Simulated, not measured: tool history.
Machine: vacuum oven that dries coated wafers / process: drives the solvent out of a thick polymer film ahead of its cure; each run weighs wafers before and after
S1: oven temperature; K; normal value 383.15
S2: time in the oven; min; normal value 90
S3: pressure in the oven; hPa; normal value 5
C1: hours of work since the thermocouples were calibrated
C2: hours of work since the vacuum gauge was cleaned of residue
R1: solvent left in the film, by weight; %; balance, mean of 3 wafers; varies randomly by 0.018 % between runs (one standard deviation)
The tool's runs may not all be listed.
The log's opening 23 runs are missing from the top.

run 24 day=8.883 | S1=377.15 S2=87 S3=4.46 | C1=826 C2=25 | R1=3.63
-- day=9.042 vacuum gauge cleaned of residue and calibrated, once more
run 25 day=9.262 | S1=377.15 S2=87 S3=4.46 | C1=830 C2=3 | R1=3.59
run 26 day=9.479 | S1=384.15 S2=65 S3=4.46 | C1=833 C2=5 | R1=2.64
run 27 day=9.821 | S1=383.15 S2=63 S3=3.68 | C1=837 C2=10 | R1=3.07
run 28 day=10.129 | S1=388.15 S2=108 S3=3.68 | C1=841 C2=14 | R1=0.51
run 29 day=10.362 | S1=388.15 S2=108 S3=3.68 | C1=844 C2=17 | R1=0.52
run 30 day=10.675 | S1=378.15 S2=58 S3=5.86 | C1=848 C2=20 | R1=5.75
run 31 day=11.179 | S1=396.15 S2=106 S3=5 | C1=854 C2=27 | R1=0.35
run 32 day=11.404 | S1=396.15 S2=106 S3=5 | C1=857 C2=30 | R1=0.36
run 33 day=11.892 | S1=396.15 S2=106 S3=5 | C1=863 C2=36 | R1=0.34
run 34 day=12.408 | S1=387.15 S2=48 S3=11.62 | C1=869 C2=42 | R1=3.75
run 35 day=12.692 | S1=383.15 S2=62 S3=11.62 | C1=873 C2=46 | R1=3.86
run 36 day=13.192 | S1=383.15 S2=50 S3=5 | C1=879 C2=52 | R1=4.43
run 37 day=13.667 | S1=383.15 S2=54 S3=5.61 | C1=885 C2=58 | R1=4.07

Forecast each of these 5 alternatives for the next run:
run A day=13.954 | S1=398.15 S2=118 S3=3.84 | C1=889 C2=61 | R1=?
run B day=13.954 | S1=383.15 S2=148 S3=16.93 | C1=889 C2=61 | R1=?
run C day=13.954 | S1=384.15 S2=65 S3=4.58 | C1=889 C2=61 | R1=?
run D day=13.954 | S1=387.15 S2=54 S3=17.6 | C1=889 C2=61 | R1=?
run E day=13.954 | S1=394.15 S2=139 S3=2.62 | C1=889 C2=61 | R1=?

run=A R1=0.24
run=B R1=1.91
run=C R1=2.69
run=D R1=3.62
run=E R1=0.15
Take away the tool's hidden state, keep each run's random variation, and the runs would have read:
run=A R1=0.26
run=B R1=2.15
run=C R1=3.31
run=D R1=4.25
run=E R1=0.17
